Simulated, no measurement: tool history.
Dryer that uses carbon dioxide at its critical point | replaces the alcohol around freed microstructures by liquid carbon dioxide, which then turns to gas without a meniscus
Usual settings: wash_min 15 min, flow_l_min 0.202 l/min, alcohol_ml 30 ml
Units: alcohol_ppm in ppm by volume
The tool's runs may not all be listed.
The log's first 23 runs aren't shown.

| run | hour | wash_min | flow_l_min | alcohol_ml | alcohol_ppm |
|---|---|---|---|---|---|
| 24 | 590.1 | 20 | 0.202 | 30 | 225 |
| 25 | 613.2 | 21 | 0.166 | 104 | 1402 |
| 26 | 637.9 | 21 | 0.166 | 104 | 1459 |
| 27 | 661.4 | 18 | 0.303 | 21 | 63 |
| 28 | 689 | 18 | 0.146 | 27 | 1407 |
| 29 | 722.7 | 13 | 0.124 | 69 | 14298 |
|  | 748.4 | inlet filter changed |
| 30 | 749.5 | 15 | 0.202 | 37 | 587 |
| 31 | 773.3 | 15 | 0.137 | 98 | 7309 |
| 32 | 803.5 | 9 | 0.125 | 99 | 33060 |

4 ways to go on from here, each from the tool as it stands after run 32. What would each give?
| A | 828.7 | 11 | 0.336 | 26 | ? |
| B | 828.7 | 19 | 0.186 | 25 | ? |
| C | 828.7 | 16 | 0.174 | 32 | ? |
| D | 828.7 | 10 | 0.168 | 67 | ? |

| run | alcohol_ppm |
|---|---|
| A | 216 |
| B | 236 |
| C | 862 |
| D | 9603 |
Without the tool's hidden state the same runs would have given:
| run | alcohol_ppm |
|---|---|
| A | 133 |
| B | 150 |
| C | 702 |
| D | 8791 |
